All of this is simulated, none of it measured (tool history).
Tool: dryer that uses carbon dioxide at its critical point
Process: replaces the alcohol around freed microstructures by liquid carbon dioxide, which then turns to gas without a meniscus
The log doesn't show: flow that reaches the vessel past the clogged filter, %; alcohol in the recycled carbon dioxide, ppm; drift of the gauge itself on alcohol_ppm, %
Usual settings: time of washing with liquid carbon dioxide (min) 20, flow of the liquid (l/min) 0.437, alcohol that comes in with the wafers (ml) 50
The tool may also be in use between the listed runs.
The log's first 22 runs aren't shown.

run	hour	time of washing with liquid carbon dioxide (min)	flow of the liquid (l/min)	alcohol that comes in with the wafers (ml)	hours of work since the filter was changed	hours of work since the purifier's bed was changed	alcohol left in the vessel before it's heated (ppm by volume)
23	567.2	20	0.437	50	100	328	110
24	590.1	20	0.437	50	109	336	121
25	618.6	20	0.365	82	119	347	379
26	644.2	20	0.437	74	128	356	157
27	674.8	23	0.389	23	139	367	83
28	700.8	23	0.389	23	149	376	75
29	726.6	23	0.611	116	158	386	58
30	746.1	20	0.437	23	165	393	96
31	767.7	20	0.531	50	173	401	77
# hour 780.6: inlet filter changed
32	802.6	20	0.531	50	8	413	77
33	840.3	13	0.394	78	22	427	1340
34	855.8	26	0.291	42	27	433	165
35	887.7	27	0.291	54	39	444	168
36	917.5	13	0.696	62	50	455	120
37	943.0	22	0.386	47	59	464	129
38	973.7	22	0.386	47	70	476	121
39	995.5	22	0.386	47	78	483	139
40	1023.1	22	0.386	47	88	494	128
41	1049.7	22	0.386	47	98	503	134
42	1082.7	20	0.289	24	110	515	370
43	1116.9	20	0.289	24	123	528	364
44	1140.3	19	0.437	50	131	536	164
45	1158.7	27	0.475	111	138	543	75
46	1183.1	27	0.475	111	147	552	89

5 ways to go on from here, each from the tool as it stands after run 46. What would each give?
A	1208.7	17	0.319	38	156	561	?
B	1208.7	15	0.626	80	156	561	?
C	1208.7	15	0.437	50	156	561	?
D	1208.7	18	0.544	111	156	561	?
E	1208.7	18	0.605	111	156	561	?

run	alcohol left in the vessel before it's heated (ppm by volume)
A	751
B	154
C	454
D	157
E	109
Without the tool's hidden state the same runs would have given:
run	alcohol left in the vessel before it's heated (ppm by volume)
A	456
B	43
C	239
D	44
E	16
